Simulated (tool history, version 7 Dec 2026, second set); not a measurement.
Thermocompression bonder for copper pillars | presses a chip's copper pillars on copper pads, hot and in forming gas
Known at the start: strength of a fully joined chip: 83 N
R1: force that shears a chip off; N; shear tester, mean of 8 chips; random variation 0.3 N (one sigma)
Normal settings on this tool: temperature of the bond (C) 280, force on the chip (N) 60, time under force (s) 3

run 1 day=0.000 | temperature_of_the_bond_(C)=280 force_on_the_chip_(N)=60 time_under_force_(s)=3 | R1=39.7
run 2 day=0.567 | temperature_of_the_bond_(C)=280 force_on_the_chip_(N)=60 time_under_force_(s)=3 | R1=39.6
run 3 day=1.050 | temperature_of_the_bond_(C)=299 force_on_the_chip_(N)=60 time_under_force_(s)=3 | R1=48.0
run 4 day=1.738 | temperature_of_the_bond_(C)=282 force_on_the_chip_(N)=60 time_under_force_(s)=3 | R1=40.5
run 5 day=2.250 | temperature_of_the_bond_(C)=280 force_on_the_chip_(N)=61 time_under_force_(s)=3 | R1=39.8
run 6 day=2.562 | temperature_of_the_bond_(C)=280 force_on_the_chip_(N)=61 time_under_force_(s)=3 | R1=40.0
run 7 day=2.929 | temperature_of_the_bond_(C)=280 force_on_the_chip_(N)=61 time_under_force_(s)=3 | R1=40.2
run 8 day=3.488 | temperature_of_the_bond_(C)=280 force_on_the_chip_(N)=61 time_under_force_(s)=3 | R1=40.0
run 9 day=3.908 | temperature_of_the_bond_(C)=280 force_on_the_chip_(N)=89 time_under_force_(s)=3 | R1=49.8
run 10 day=4.471 | temperature_of_the_bond_(C)=280 force_on_the_chip_(N)=89 time_under_force_(s)=3 | R1=48.9
run 11 day=4.983 | temperature_of_the_bond_(C)=280 force_on_the_chip_(N)=60 time_under_force_(s)=3 | R1=38.8
run 12 day=5.275 | temperature_of_the_bond_(C)=280 force_on_the_chip_(N)=60 time_under_force_(s)=3 | R1=38.6
run 13 day=5.954 | temperature_of_the_bond_(C)=280 force_on_the_chip_(N)=60 time_under_force_(s)=3 | R1=38.4
run 14 day=6.542 | temperature_of_the_bond_(C)=280 force_on_the_chip_(N)=60 time_under_force_(s)=3 | R1=39.0
run 15 day=7.029 | temperature_of_the_bond_(C)=280 force_on_the_chip_(N)=60 time_under_force_(s)=3 | R1=38.5
run 16 day=7.717 | temperature_of_the_bond_(C)=287 force_on_the_chip_(N)=60 time_under_force_(s)=3 | R1=41.5
run 17 day=8.125 | temperature_of_the_bond_(C)=280 force_on_the_chip_(N)=60 time_under_force_(s)=3 | R1=38.5
run 18 day=8.604 | temperature_of_the_bond_(C)=280 force_on_the_chip_(N)=51 time_under_force_(s)=3 | R1=34.3
run 19 day=9.292 | temperature_of_the_bond_(C)=280 force_on_the_chip_(N)=51 time_under_force_(s)=3 | R1=34.2
run 20 day=9.900 | temperature_of_the_bond_(C)=280 force_on_the_chip_(N)=51 time_under_force_(s)=3 | R1=34.3
run 21 day=10.342 | temperature_of_the_bond_(C)=282 force_on_the_chip_(N)=60 time_under_force_(s)=3 | R1=38.7
run 22 day=10.838 | temperature_of_the_bond_(C)=272 force_on_the_chip_(N)=40 time_under_force_(s)=4 | R1=29.0
-- day=10.912 forming gas filter changed
run 23 day=11.538 | temperature_of_the_bond_(C)=272 force_on_the_chip_(N)=40 time_under_force_(s)=4 | R1=30.4
run 24 day=12.146 | temperature_of_the_bond_(C)=278 force_on_the_chip_(N)=48 time_under_force_(s)=2 | R1=27.9
run 25 day=12.621 | temperature_of_the_bond_(C)=262 force_on_the_chip_(N)=86 time_under_force_(s)=3 | R1=40.3
run 26 day=12.967 | temperature_of_the_bond_(C)=280 force_on_the_chip_(N)=38 time_under_force_(s)=3 | R1=28.8
run 27 day=13.500 | temperature_of_the_bond_(C)=262 force_on_the_chip_(N)=41 time_under_force_(s)=2 | R1=19.9
run 28 day=13.800 | temperature_of_the_bond_(C)=262 force_on_the_chip_(N)=41 time_under_force_(s)=2 | R1=20.0
run 29 day=14.367 | temperature_of_the_bond_(C)=306 force_on_the_chip_(N)=37 time_under_force_(s)=4 | R1=41.2
run 30 day=14.696 | temperature_of_the_bond_(C)=306 force_on_the_chip_(N)=37 time_under_force_(s)=4 | R1=40.6
run 31 day=15.262 | temperature_of_the_bond_(C)=306 force_on_the_chip_(N)=37 time_under_force_(s)=3 | R1=37.2
run 32 day=15.738 | temperature_of_the_bond_(C)=306 force_on_the_chip_(N)=37 time_under_force_(s)=3 | R1=36.8
run 33 day=16.408 | temperature_of_the_bond_(C)=306 force_on_the_chip_(N)=37 time_under_force_(s)=3 | R1=36.7
run 34 day=16.708 | temperature_of_the_bond_(C)=271 force_on_the_chip_(N)=40 time_under_force_(s)=7 | R1=35.7
run 35 day=17.158 | temperature_of_the_bond_(C)=279 force_on_the_chip_(N)=73 time_under_force_(s)=6 | R1=53.0
run 36 day=17.800 | temperature_of_the_bond_(C)=286 force_on_the_chip_(N)=39 time_under_force_(s)=7 | R1=41.5
run 37 day=18.088 | temperature_of_the_bond_(C)=286 force_on_the_chip_(N)=39 time_under_force_(s)=7 | R1=40.9

For run 38, what comes out?
run 38 day=18.746 | temperature_of_the_bond_(C)=309 force_on_the_chip_(N)=73 time_under_force_(s)=3 | R1=?

{"run 38": {"R1": 54.9}}
Were there no unlogged condition in the tool, this run, its random variation unchanged, would have produced R1 59.1 N.

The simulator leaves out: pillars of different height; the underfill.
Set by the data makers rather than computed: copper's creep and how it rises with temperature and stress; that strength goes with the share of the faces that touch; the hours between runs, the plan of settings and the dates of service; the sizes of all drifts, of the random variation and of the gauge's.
